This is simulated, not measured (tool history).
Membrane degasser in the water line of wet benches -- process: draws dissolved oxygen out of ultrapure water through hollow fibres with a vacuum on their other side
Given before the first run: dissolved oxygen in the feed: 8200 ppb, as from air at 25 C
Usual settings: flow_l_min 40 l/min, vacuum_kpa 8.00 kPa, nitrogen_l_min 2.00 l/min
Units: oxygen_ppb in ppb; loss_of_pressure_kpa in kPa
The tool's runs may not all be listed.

run,hour,flow_l_min,vacuum_kpa,nitrogen_l_min,oxygen_ppb,loss_of_pressure_kpa
1,0.0,40,8.00,2.00,493.1,63.89
2,135.5,35,8.00,2.00,432.0,55.84
3,213.9,35,8.00,2.00,434.0,56.31
4,287.1,35,8.00,2.00,433.2,55.99
5,363.1,35,8.00,2.00,431.8,56.43
6,517.1,40,9.75,2.00,567.0,64.56
7,584.0,40,9.75,2.00,564.7,64.18
8,706.0,40,8.00,1.01,640.5,64.37
9,833.9,40,8.00,1.01,651.2,63.82
10,938.7,40,9.05,2.00,543.3,64.31
11,1022.8,40,9.05,2.00,538.2,64.26
12,1148.6,40,9.05,2.00,539.6,64.63
13,1239.6,40,9.05,2.00,535.5,64.22
# hour 1304.0: vacuum gauge calibrated
14,1307.5,40,8.00,2.00,490.4,64.66
15,1440.6,40,8.00,2.00,500.7,64.61
16,1603.4,31,15.85,0.95,957.3,49.61
17,1739.1,31,19.49,4.18,486.0,50.03
18,1830.6,31,19.49,4.18,480.8,50.15
19,1972.5,31,19.49,4.18,490.4,50.18
20,2067.6,28,8.00,1.54,372.0,45.47
21,2160.8,28,8.00,1.54,371.2,45.09
22,2260.8,28,8.00,1.54,372.8,45.11
# hour 2292.4: membrane cartridge changed
23,2412.8,28,8.00,1.54,372.0,45.21
24,2481.4,28,8.00,1.54,376.8,45.47
25,2627.3,28,8.00,2.00,328.4,45.04
26,2706.3,54,17.49,1.70,1204.1,87.68
27,2832.9,32,17.49,0.86,1147.7,51.77

Consider 5 possible next runs. They are alternatives, not a sequence: every one starts from the tool as it was left by run 27. What does each give?
A,2959.4,50,14.16,1.29,?,?
B,2959.4,32,16.71,1.85,?,?
C,2959.4,63,10.00,2.84,?,?
D,2959.4,32,5.70,2.00,?,?
E,2959.4,40,14.02,2.00,?,?

run,oxygen_ppb,loss_of_pressure_kpa
A,1111.4,81.24
B,706.7,51.83
C,786.2,101.79
D,312.4,51.84
E,730.2,65.22
Stripped of hidden state, with their random variation kept, the same runs would have yielded:
run,oxygen_ppb,loss_of_pressure_kpa
A,1111.2,80.11
B,706.4,51.11
C,785.9,100.38
D,312.2,51.12
E,730.0,64.32
